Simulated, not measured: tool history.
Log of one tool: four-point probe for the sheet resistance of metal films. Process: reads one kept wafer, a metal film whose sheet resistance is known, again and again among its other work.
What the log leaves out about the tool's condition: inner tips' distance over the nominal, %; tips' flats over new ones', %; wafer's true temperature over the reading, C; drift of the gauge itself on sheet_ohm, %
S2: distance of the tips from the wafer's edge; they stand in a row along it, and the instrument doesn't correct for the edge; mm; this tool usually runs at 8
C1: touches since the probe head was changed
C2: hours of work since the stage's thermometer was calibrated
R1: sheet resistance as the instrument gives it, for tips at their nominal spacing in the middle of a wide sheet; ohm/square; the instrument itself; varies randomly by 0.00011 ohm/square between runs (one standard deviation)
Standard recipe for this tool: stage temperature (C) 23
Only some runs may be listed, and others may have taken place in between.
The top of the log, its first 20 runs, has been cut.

run 21 hour=462 | stage_temperature_(C)=23 S2=72 | C1=82345 C2=572 | R1=0.557684
run 22 hour=489.4 | stage_temperature_(C)=23 S2=8 | C1=83772 C2=590 | R1=0.565223
run 23 hour=504.7 | stage_temperature_(C)=24 S2=8 | C1=84568 C2=600 | R1=0.56464
-- hour=516.3 new probe head fitted
run 24 hour=529.3 | stage_temperature_(C)=24 S2=8 | C1=676 C2=616 | R1=0.563491
run 25 hour=542 | stage_temperature_(C)=33 S2=44 | C1=1340 C2=625 | R1=0.551337
run 26 hour=572.4 | stage_temperature_(C)=33 S2=44 | C1=2921 C2=645 | R1=0.551468
run 27 hour=600 | stage_temperature_(C)=21 S2=7 | C1=4353 C2=663 | R1=0.567382
run 28 hour=626.5 | stage_temperature_(C)=21 S2=6 | C1=5734 C2=681 | R1=0.571089
run 29 hour=641.7 | stage_temperature_(C)=25 S2=58 | C1=6526 C2=692 | R1=0.555672
run 30 hour=657.9 | stage_temperature_(C)=20 S2=19 | C1=7367 C2=702 | R1=0.560111
run 31 hour=678.2 | stage_temperature_(C)=20 S2=19 | C1=8422 C2=716 | R1=0.56
run 32 hour=695.7 | stage_temperature_(C)=27 S2=19 | C1=9334 C2=728 | R1=0.556255
run 33 hour=708.3 | stage_temperature_(C)=27 S2=19 | C1=9990 C2=736 | R1=0.556204
run 34 hour=724.7 | stage_temperature_(C)=20 S2=5 | C1=10842 C2=747 | R1=0.577496
run 35 hour=751.7 | stage_temperature_(C)=20 S2=5 | C1=12247 C2=765 | R1=0.577696
run 36 hour=766.2 | stage_temperature_(C)=32 S2=21 | C1=13001 C2=775 | R1=0.553331
run 37 hour=796.7 | stage_temperature_(C)=30 S2=21 | C1=14586 C2=795 | R1=0.55465
run 38 hour=827.2 | stage_temperature_(C)=19 S2=6 | C1=16171 C2=816 | R1=0.57284
run 39 hour=852.3 | stage_temperature_(C)=31 S2=18 | C1=17480 C2=833 | R1=0.554439
run 40 hour=877.4 | stage_temperature_(C)=31 S2=18 | C1=18785 C2=850 | R1=0.554918
run 41 hour=895 | stage_temperature_(C)=31 S2=18 | C1=19698 C2=861 | R1=0.554649
run 42 hour=915.1 | stage_temperature_(C)=29 S2=18 | C1=20744 C2=875 | R1=0.555762
run 43 hour=938.3 | stage_temperature_(C)=34 S2=8 | C1=21949 C2=890 | R1=0.559402
run 44 hour=962.5 | stage_temperature_(C)=33 S2=67 | C1=23208 C2=907 | R1=0.55252
run 45 hour=975.7 | stage_temperature_(C)=20 S2=28 | C1=23896 C2=916 | R1=0.560101

Branching from run 45: 3 alternative next runs. What would each branch give?
run A hour=997.7 | stage_temperature_(C)=25 S2=8 | C1=25040 C2=930 | R1=?
run B hour=997.7 | stage_temperature_(C)=25 S2=20 | C1=25040 C2=930 | R1=?
run C hour=997.7 | stage_temperature_(C)=28 S2=8 | C1=25040 C2=930 | R1=?

run=A R1=0.564401
run=B R1=0.558
run=C R1=0.562598
Take away the tool's hidden state, keep each run's random variation, and the runs would have read:
run=A R1=0.559353
run=B R1=0.553005
run=C R1=0.557569
